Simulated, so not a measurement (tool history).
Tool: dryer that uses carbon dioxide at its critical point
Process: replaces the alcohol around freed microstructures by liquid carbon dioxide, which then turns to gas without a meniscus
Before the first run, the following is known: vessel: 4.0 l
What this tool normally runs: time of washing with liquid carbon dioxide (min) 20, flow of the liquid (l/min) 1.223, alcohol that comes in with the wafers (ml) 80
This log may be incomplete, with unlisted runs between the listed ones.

run	day	time of washing with liquid carbon dioxide (min)	flow of the liquid (l/min)	alcohol that comes in with the wafers (ml)	alcohol left in the vessel before it's heated (ppm by volume)
1	0	20	1.223	80	501
# day 0.446: inlet filter changed
2	0.692	20	1.223	80	329
3	1.162	20	1.223	80	348
4	1.804	20	1.223	80	346
5	2.483	20	1.223	80	351
6	3.396	20	1.223	80	354
7	4.133	20	1.223	80	362
8	4.8	20	1.223	75	352
9	5.671	20	2.06	80	115
10	6.125	20	2.06	80	120
11	7.029	20	2.04	102	124
12	7.746	20	2.04	102	123
13	8.654	19	1.91	102	141
14	9.517	20	1.1	80	548
15	10.083	20	1.25	80	384
16	10.967	20	1.25	80	380
17	11.771	17	1.08	74	888
18	12.654	17	1.08	74	887
19	13.529	17	0.94	103	1767

Forecast each of these 4 alternatives for the next run:
A	14.433	27	1.223	80	?
B	14.433	17	1.02	79	?
C	14.433	26	1.61	56	?
D	14.433	14	0.94	103	?

run	alcohol left in the vessel before it's heated (ppm by volume)
A	202
B	1152
C	143
D	2762
What these runs would have given with no unlogged condition in the tool:
run	alcohol left in the vessel before it's heated (ppm by volume)
A	59
B	875
C	11
D	2336

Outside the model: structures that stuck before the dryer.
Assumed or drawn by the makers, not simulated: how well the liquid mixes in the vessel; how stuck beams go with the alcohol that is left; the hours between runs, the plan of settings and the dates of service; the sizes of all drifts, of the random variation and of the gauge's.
